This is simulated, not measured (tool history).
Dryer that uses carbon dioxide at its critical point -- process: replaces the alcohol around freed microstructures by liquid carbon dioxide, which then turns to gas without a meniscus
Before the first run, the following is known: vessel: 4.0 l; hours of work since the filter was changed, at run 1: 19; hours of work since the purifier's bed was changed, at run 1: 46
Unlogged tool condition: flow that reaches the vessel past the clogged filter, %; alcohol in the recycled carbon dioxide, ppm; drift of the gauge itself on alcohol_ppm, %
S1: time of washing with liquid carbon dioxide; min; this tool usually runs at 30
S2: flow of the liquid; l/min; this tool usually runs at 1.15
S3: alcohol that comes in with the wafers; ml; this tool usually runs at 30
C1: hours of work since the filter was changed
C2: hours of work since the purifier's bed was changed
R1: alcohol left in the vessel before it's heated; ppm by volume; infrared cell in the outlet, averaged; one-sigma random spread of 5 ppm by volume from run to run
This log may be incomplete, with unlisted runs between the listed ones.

run 1 hour=0 | S1=30 S2=1.15 S3=30 | C1=19 C2=46 | R1=20
run 2 hour=7.2 | S1=30 S2=1.15 S3=30 | C1=24 C2=51 | R1=16
run 3 hour=14 | S1=30 S2=1.15 S3=30 | C1=29 C2=56 | R1=15
run 4 hour=25.5 | S1=30 S2=1.15 S3=30 | C1=37 C2=64 | R1=24
run 5 hour=39.6 | S1=30 S2=1.15 S3=30 | C1=47 C2=74 | R1=31
run 6 hour=46.2 | S1=30 S2=0.74 S3=30 | C1=52 C2=79 | R1=74
run 7 hour=54.6 | S1=30 S2=1.15 S3=30 | C1=58 C2=85 | R1=31
run 8 hour=65.3 | S1=30 S2=1.15 S3=30 | C1=65 C2=93 | R1=32
run 9 hour=78.7 | S1=30 S2=1.15 S3=30 | C1=75 C2=102 | R1=33
run 10 hour=92.6 | S1=30 S2=1.15 S3=30 | C1=85 C2=112 | R1=38
run 11 hour=105.1 | S1=30 S2=1.15 S3=30 | C1=94 C2=121 | R1=32
run 12 hour=119.9 | S1=41 S2=1.15 S3=30 | C1=104 C2=131 | R1=41
run 13 hour=126.7 | S1=41 S2=1.15 S3=30 | C1=109 C2=136 | R1=47
run 14 hour=141 | S1=41 S2=1.15 S3=30 | C1=119 C2=146 | R1=55
run 15 hour=155.7 | S1=30 S2=1.15 S3=38 | C1=130 C2=157 | R1=49
run 16 hour=170.3 | S1=30 S2=1.15 S3=38 | C1=140 C2=167 | R1=47
run 17 hour=182.1 | S1=30 S2=1.15 S3=38 | C1=148 C2=176 | R1=49
run 18 hour=191.2 | S1=30 S2=1.15 S3=38 | C1=155 C2=182 | R1=53
run 19 hour=197.8 | S1=30 S2=1.15 S3=38 | C1=160 C2=187 | R1=54
run 20 hour=212.7 | S1=30 S2=1.15 S3=30 | C1=170 C2=197 | R1=58
run 21 hour=224 | S1=30 S2=1.15 S3=30 | C1=178 C2=205 | R1=64
run 22 hour=232.4 | S1=30 S2=1.15 S3=30 | C1=184 C2=211 | R1=59
run 23 hour=246.7 | S1=30 S2=1.15 S3=30 | C1=194 C2=222 | R1=64
run 24 hour=254.6 | S1=30 S2=1.51 S3=30 | C1=200 C2=227 | R1=62
run 25 hour=261.6 | S1=30 S2=1.51 S3=30 | C1=205 C2=232 | R1=50
-- hour=272.4 inlet filter changed
run 26 hour=272.4 | S1=35 S2=1.15 S3=22 | C1=0 C2=239 | R1=70
run 27 hour=287.3 | S1=28 S2=1.15 S3=103 | C1=11 C2=250 | R1=74
run 28 hour=295.4 | S1=28 S2=1.15 S3=103 | C1=16 C2=255 | R1=83
run 29 hour=304.9 | S1=28 S2=1.15 S3=103 | C1=23 C2=262 | R1=79
run 30 hour=313.2 | S1=24 S2=1.95 S3=103 | C1=29 C2=268 | R1=74
run 31 hour=319.2 | S1=24 S2=1.95 S3=103 | C1=33 C2=272 | R1=80
run 32 hour=326.1 | S1=29 S2=0.83 S3=80 | C1=38 C2=277 | R1=145
run 33 hour=332.2 | S1=29 S2=0.83 S3=80 | C1=43 C2=282 | R1=148
run 34 hour=341.7 | S1=27 S2=1 S3=50 | C1=49 C2=288 | R1=97
run 35 hour=351.6 | S1=27 S2=1 S3=50 | C1=56 C2=295 | R1=93
run 36 hour=360.2 | S1=27 S2=1 S3=50 | C1=62 C2=302 | R1=115
run 37 hour=369 | S1=27 S2=0.71 S3=22 | C1=69 C2=308 | R1=157
run 38 hour=375 | S1=27 S2=0.71 S3=22 | C1=73 C2=312 | R1=151
run 39 hour=385.9 | S1=40 S2=1.52 S3=65 | C1=81 C2=320 | R1=83
run 40 hour=392.7 | S1=36 S2=1.27 S3=21 | C1=86 C2=325 | R1=87
run 41 hour=404.2 | S1=38 S2=1.15 S3=30 | C1=94 C2=333 | R1=81
run 42 hour=414.4 | S1=38 S2=1.15 S3=30 | C1=101 C2=340 | R1=95
run 43 hour=421.4 | S1=30 S2=1.15 S3=105 | C1=106 C2=345 | R1=98
run 44 hour=436 | S1=25 S2=0.92 S3=102 | C1=116 C2=355 | R1=240
run 45 hour=448.7 | S1=47 S2=1.47 S3=35 | C1=125 C2=364 | R1=103
run 46 hour=462.5 | S1=35 S2=1.47 S3=73 | C1=135 C2=374 | R1=111

Below, some changes in R1 between adjacent runs. For each, the amount present without the hidden state too (settings, incoming material, random variation) and the amount remaining for the hidden state with gauge scatter not shared by both compared results:
Run 25 -> 26: S1 30 -> 35, S2 1.51 -> 1.15, S3 30 -> 22, inlet filter changed. R1 +20 ppm by volume: hidden state +9, all else +11.
Run 38 -> 39: S1 27 -> 40, S2 0.71 -> 1.52, S3 22 -> 65. R1 -68 ppm by volume: hidden state -6, all else -62.
Run 43 -> 44: S1 30 -> 25, S2 1.15 -> 0.92, S3 105 -> 102. R1 +142 ppm by volume: hidden state +22, all else +120.
Run 44 -> 45: S1 25 -> 47, S2 0.92 -> 1.47, S3 102 -> 35. R1 -137 ppm by volume: hidden state -20, all else -117.

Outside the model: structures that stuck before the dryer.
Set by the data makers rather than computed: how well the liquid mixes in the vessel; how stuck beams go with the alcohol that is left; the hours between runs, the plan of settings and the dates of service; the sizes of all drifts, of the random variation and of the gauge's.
